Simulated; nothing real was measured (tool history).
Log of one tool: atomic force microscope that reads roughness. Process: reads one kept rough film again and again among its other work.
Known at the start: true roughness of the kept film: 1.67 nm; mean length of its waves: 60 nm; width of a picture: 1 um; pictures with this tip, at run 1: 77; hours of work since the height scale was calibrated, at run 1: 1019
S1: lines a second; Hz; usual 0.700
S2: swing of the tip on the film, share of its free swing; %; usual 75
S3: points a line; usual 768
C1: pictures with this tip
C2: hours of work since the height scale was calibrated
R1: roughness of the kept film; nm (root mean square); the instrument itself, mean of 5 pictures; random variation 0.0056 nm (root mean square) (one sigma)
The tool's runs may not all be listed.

run     day     S1  S2   S3   C1    C2     R1
  1   0.000  0.700  75  768   77  1019  1.627
  2   0.942  0.700  75  768  110  1032  1.629
      2.350  -- new tip fitted
  3   2.446  0.700  75  768    3  1053  1.633
  4   3.742  0.700  75  768   48  1071  1.624
  5   4.879  0.700  75  768   88  1087  1.631
  6   6.696  0.700  75  768  152  1113  1.620
      6.854  -- new tip fitted
  7   7.879  0.700  74  768   35  1129  1.628
  8   8.800  0.700  75  325   68  1142  1.627
  9  10.517  0.700  75  768  128  1167  1.624
     11.475  -- new tip fitted
 10  11.842  0.700  75  768   13  1185  1.626
 11  13.638  0.700  75  768   76  1211  1.624
 12  14.558  0.700  79  768  108  1224  1.626
     15.979  -- new tip fitted
 13  16.083  3.176  75  768    4  1245  1.540
 14  16.833  0.700  75  768   30  1255  1.636
 15  18.550  0.700  82  768   90  1280  1.617
 16  19.508  0.700  82  768  124  1293  1.611
 17  20.329  0.700  63  884  152  1305  1.640
     20.521  -- new tip fitted
 18  21.888  0.700  63  884   48  1327  1.628
 19  22.704  0.700  63  884   76  1338  1.644
 20  24.138  2.339  74  768  127  1358  1.567
     25.050  -- new tip fitted
 21  25.996  2.339  74  768   33  1384  1.571
 22  27.596  2.339  74  768   89  1407  1.579
 23  28.625  0.700  69  568  125  1421  1.624
     29.646  -- new tip fitted
 24  30.204  0.700  69  568   19  1444  1.631
 25  31.688  0.700  75  409   71  1464  1.619
 26  32.992  1.079  75  819  117  1483  1.620
     34.192  -- new tip fitted
 27  34.571  1.079  75  819   13  1505  1.610
 28  35.733  0.667  69  978   54  1521  1.638
 29  37.067  0.667  69  978  100  1540  1.634
 30  38.508  0.667  74  978  151  1561  1.633

4 ways to go on from here, each from the tool as it stands after run 30. What would each give?
     38.733  -- new tip fitted
  A  39.375  0.700  60  768  22  1573   ?
     38.733  -- new tip fitted
  B  39.375  3.433  56  978  22  1573   ?
     38.733  -- new tip fitted
  C  39.375  0.700  72  768  22  1573   ?
     38.733  -- new tip fitted
  D  39.375  1.776  89  978  22  1573   ?

run     R1
  A  1.644
  B  1.608
  C  1.637
  D  1.527
Without the tool's hidden state the same runs would have given:
run     R1
  A  1.644
  B  1.608
  C  1.637
  D  1.527
